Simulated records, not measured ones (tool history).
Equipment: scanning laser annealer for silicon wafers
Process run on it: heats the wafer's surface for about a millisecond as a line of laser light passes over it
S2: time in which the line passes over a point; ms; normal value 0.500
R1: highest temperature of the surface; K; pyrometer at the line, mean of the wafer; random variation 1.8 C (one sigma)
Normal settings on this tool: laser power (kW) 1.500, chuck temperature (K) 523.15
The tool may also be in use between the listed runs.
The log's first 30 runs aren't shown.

Run 31, day 65.488: usual settings but laser power (kW) 1.479, chuck temperature (K) 524.15. Result: R1 1263.15 K.
Run 32, day 67.767: usual settings but laser power (kW) 1.437, S2 0.560 ms, chuck temperature (K) 525.15. Result: R1 1290.15 K.
Run 33, day 69.475: usual settings but laser power (kW) 1.437, S2 0.560 ms, chuck temperature (K) 537.15. Result: R1 1300.15 K.
Run 34, day 71.454: usual settings but laser power (kW) 1.336, S2 0.560 ms, chuck temperature (K) 538.15. Result: R1 1238.15 K.
Run 35, day 72.962: usual settings but laser power (kW) 1.488. Result: R1 1269.15 K.
At day 74.358: window over the wafer cleaned.
Run 36, day 74.358: usual settings but S2 0.489 ms, chuck temperature (K) 511.15. Result: R1 1254.15 K.
Run 37, day 76.417: usual settings but S2 0.489 ms, chuck temperature (K) 511.15. Result: R1 1253.15 K.
Run 38, day 78.179: usual settings but laser power (kW) 1.568, S2 0.593 ms, chuck temperature (K) 559.15. Result: R1 1440.15 K.
Run 39, day 79.988: usual settings but chuck temperature (K) 501.15. Result: R1 1255.15 K.
Run 40, day 82.138: usual settings but chuck temperature (K) 501.15. Result: R1 1256.15 K.
Run 41, day 84.838: usual settings but chuck temperature (K) 501.15. Result: R1 1253.15 K.

Forecast each of these 4 alternatives for the next run:
Run A, day 86.904: usual settings but laser power (kW) 1.522, S2 0.594 ms, chuck temperature (K) 501.15. Result: R1 ?.
Run B, day 86.904: usual settings but laser power (kW) 1.588. Result: R1 ?.
Run C, day 86.904: usual settings but S2 0.595 ms. Result: R1 ?.
Run D, day 86.904: usual settings but laser power (kW) 1.571, S2 0.503 ms, chuck temperature (K) 538.15. Result: R1 ?.

run       R1
  A  1349.15
  B  1330.15
  C  1354.15
  D  1335.15
Had the tool no hidden state, the same runs would have come out as:
run       R1
  A  1349.15
  B  1329.15
  C  1354.15
  D  1335.15

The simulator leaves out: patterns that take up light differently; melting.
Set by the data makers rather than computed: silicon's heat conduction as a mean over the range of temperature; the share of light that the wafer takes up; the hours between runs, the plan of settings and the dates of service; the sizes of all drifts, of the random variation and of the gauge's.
